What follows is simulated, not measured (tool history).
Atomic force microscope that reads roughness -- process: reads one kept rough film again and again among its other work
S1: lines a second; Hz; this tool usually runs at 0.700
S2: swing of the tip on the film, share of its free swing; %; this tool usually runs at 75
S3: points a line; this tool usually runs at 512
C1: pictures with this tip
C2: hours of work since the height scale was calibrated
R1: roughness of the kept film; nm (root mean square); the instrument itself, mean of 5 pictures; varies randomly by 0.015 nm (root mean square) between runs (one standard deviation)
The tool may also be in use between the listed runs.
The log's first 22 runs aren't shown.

run,hour,S1,S2,S3,C1,C2,R1
23,383.5,3.093,75,512,87,571,2.301
# hour 386.3: height scale calibrated on a step standard
24,397.2,0.600,61,512,114,7,2.407
25,413.6,2.948,61,556,148,18,2.091
26,426.5,2.948,87,556,175,26,1.639
# hour 445.2: height scale calibrated on a step standard, once more
27,448.5,0.700,63,786,219,2,1.823
28,468.8,0.700,57,511,261,15,1.646
29,481.9,3.552,75,894,289,24,1.361
# hour 496.2: new tip fitted
30,502.8,2.389,57,813,14,37,3.308
31,516.9,1.928,75,586,44,47,2.821
32,532.7,1.928,75,440,77,57,2.509
33,550.5,1.671,83,440,114,68,2.146

What will run 34 give?
34,566.3,2.375,75,512,147,79,?

{"run 34": {"R1": 1.959}}
If the tool had no hidden condition, the same run with the same run-to-run variation would have returned R1 3.336 nm (root mean square).
